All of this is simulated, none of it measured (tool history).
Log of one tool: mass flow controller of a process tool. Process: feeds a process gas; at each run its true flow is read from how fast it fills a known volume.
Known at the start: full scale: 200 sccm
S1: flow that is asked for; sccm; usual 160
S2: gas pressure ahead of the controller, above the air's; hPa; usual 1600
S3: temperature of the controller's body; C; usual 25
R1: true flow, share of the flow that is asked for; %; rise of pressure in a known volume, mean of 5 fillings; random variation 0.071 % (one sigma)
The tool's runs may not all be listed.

run 1 hour=0.0 | S1=160 S2=1600 S3=25 | R1=99.46
run 2 hour=202.5 | S1=59 S2=1600 S3=25 | R1=97.98
run 3 hour=386.7 | S1=59 S2=1600 S3=25 | R1=98.17
run 4 hour=492.6 | S1=59 S2=1600 S3=25 | R1=98.25
run 5 hour=626.0 | S1=59 S2=1600 S3=25 | R1=98.46
run 6 hour=773.4 | S1=59 S2=1600 S3=32 | R1=99.24
run 7 hour=869.3 | S1=160 S2=1740 S3=25 | R1=100.09
run 8 hour=1042.7 | S1=160 S2=1740 S3=25 | R1=100.15
run 9 hour=1152.8 | S1=160 S2=1740 S3=25 | R1=100.09
run 10 hour=1281.2 | S1=160 S2=1740 S3=25 | R1=100.35
run 11 hour=1395.4 | S1=160 S2=1600 S3=25 | R1=100.47
run 12 hour=1496.4 | S1=160 S2=1600 S3=25 | R1=100.50
run 13 hour=1663.0 | S1=160 S2=1600 S3=40 | R1=102.43
run 14 hour=1756.1 | S1=160 S2=1600 S3=40 | R1=102.49

Forecast run 15:
run 15 hour=1877.4 | S1=160 S2=1950 S3=26 | R1=?

Run 15 gave R1 100.85 %.
Without the tool's hidden state the same run would have given R1 99.51 %.

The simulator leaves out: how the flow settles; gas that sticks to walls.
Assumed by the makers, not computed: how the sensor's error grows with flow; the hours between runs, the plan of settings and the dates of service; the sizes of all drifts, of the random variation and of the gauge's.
